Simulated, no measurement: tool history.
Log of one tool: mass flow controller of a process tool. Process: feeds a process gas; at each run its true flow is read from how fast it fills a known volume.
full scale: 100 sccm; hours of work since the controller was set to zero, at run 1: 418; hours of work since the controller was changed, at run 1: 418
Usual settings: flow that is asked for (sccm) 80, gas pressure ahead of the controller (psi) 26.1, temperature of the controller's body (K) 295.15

run	hour	flow that is asked for (sccm)	gas pressure ahead of the controller (psi)	temperature of the controller's body (K)	hours of work since the controller was set to zero	hours of work since the controller was changed	true flow (%)
1	0	80	26.1	295.15	418	418	99.46
2	109.3	80	26.1	296.15	489	489	99.69
3	233.9	80	26.1	296.15	570	570	99.78
4	354	80	26.1	295.15	648	648	99.86
5	476.3	80	26.1	295.15	727	727	99.92
6	565.3	80	26.1	295.15	785	785	99.92
7	646.5	80	26.1	295.15	838	838	99.97
8	714.7	80	26.1	295.15	882	882	100.01
9	804.1	80	26.1	295.15	940	940	100.09
10	920.6	19	26.1	295.15	1015	1015	99.21
11	999.4	19	26.1	295.15	1066	1066	99.51
12	1101.7	80	26.1	297.15	1133	1133	100.51
13	1217.7	43	32.9	309.15	1208	1208	100.96
14	1268.9	43	32.9	309.15	1241	1241	101
15	1334.4	11	20.5	309.15	1284	1284	101.13
# hour 1401.2: gauge calibrated
16	1411.2	11	20.5	309.15	1334	1334	100.29
17	1537.8	11	20.5	309.15	1416	1416	100.37
18	1636.8	47	23.9	294.15	1480	1480	99.12
19	1743.3	53	25.1	305.15	1549	1549	100.41
20	1853.2	65	26.1	300.15	1620	1620	100.17
21	1971.4	13	26.1	303.15	1697	1697	99.93
22	2054.7	18	30.5	295.15	1751	1751	98.99
23	2177.3	93	27	306.15	1831	1831	101.21

Forecast each of these 3 alternatives for the next run:
A	2272.9	93	29.6	303.15	1893	1893	?
B	2272.9	97	25.5	294.15	1893	1893	?
C	2272.9	100	24.2	303.15	1893	1893	?

run	true flow (%)
A	100.96
B	100.2
C	101.21
Without the tool's hidden state the same runs would have given:
run	true flow (%)
A	100.38
B	99.63
C	100.63
